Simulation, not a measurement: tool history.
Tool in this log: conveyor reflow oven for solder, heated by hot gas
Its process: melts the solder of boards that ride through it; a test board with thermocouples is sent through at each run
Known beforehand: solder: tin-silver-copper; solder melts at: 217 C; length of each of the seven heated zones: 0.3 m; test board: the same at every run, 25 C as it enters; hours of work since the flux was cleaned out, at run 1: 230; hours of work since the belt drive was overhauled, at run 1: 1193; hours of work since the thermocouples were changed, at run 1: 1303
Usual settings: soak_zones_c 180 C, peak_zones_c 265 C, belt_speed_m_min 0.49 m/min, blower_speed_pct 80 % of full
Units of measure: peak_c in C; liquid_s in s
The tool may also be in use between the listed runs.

run     day  soak_zones_c  peak_zones_c  belt_speed_m_min  blower_speed_pct  hours of work since the flux was cleaned out  hours of work since the belt drive was overhauled  hours of work since the thermocouples were changed  peak_c  liquid_s
  1       0           180           265              0.49                80                                           230                                               1193                                                1303   251.7      60.2
  2   2.708           180           255              0.49                80                                           271                                               1234                                                1344   242.5      53.8
      3.208  -- flux residue cleaned out of gas plates and filters
  3   5.421           192           265              0.49                80                                            33                                               1272                                                1381   253.7      66.8
  4   6.908           192           265             0.432                80                                            55                                               1294                                                1404   255.9      77.2
  5    8.55           180           265              0.48                80                                            80                                               1318                                                1428   252.5      62.6
  6  10.012           180           265              0.49                80                                           102                                               1340                                                1450   252.1      60.6
     11.075  -- thermocouples of zones 6 and 7 changed
  7  11.421           180           265              0.49                80                                           122                                               1360                                                   5   255.6      62.8
  8  13.646           178           265              0.49                80                                           155                                               1394                                                  39   254.9      62.2
  9  15.108           180           265              0.49                59                                           177                                               1415                                                  60   251.7        60
 10  16.562           180           265              0.49                59                                           199                                               1437                                                  82   251.8        60
 11  17.971           180           265             0.399                80                                           220                                               1458                                                 103   259.2      81.7
 12    19.4           180           265              0.49                80                                           241                                               1480                                                 125   254.5      62.5
 13  21.225           180           266              0.49                80                                           269                                               1507                                                 152   255.7      62.8
     21.817  -- flux residue cleaned out of gas plates and filters
 14  23.962           180           266              0.49                80                                            32                                               1545                                                 190   255.8      63.8
 15  25.996           180           265              0.49                66                                            63                                               1575                                                 220   253.4      61.1
       26.8  -- belt drive overhauled, speed set with a stopwatch
 16  27.862           180           265              0.49                54                                            88                                                 16                                                 246   249.9        55

Estimate the outcome of run 17 from the log above:
 17  29.825           180           258              0.44                67                                           117                                                 45                                                 275       ?         ?

peak_c: 248.3 C
liquid_s: 62.7 s
With the hidden condition absent and the run-to-run variation left alone, this run would have shown peak_c 248.9 C, liquid_s 63.3 s.
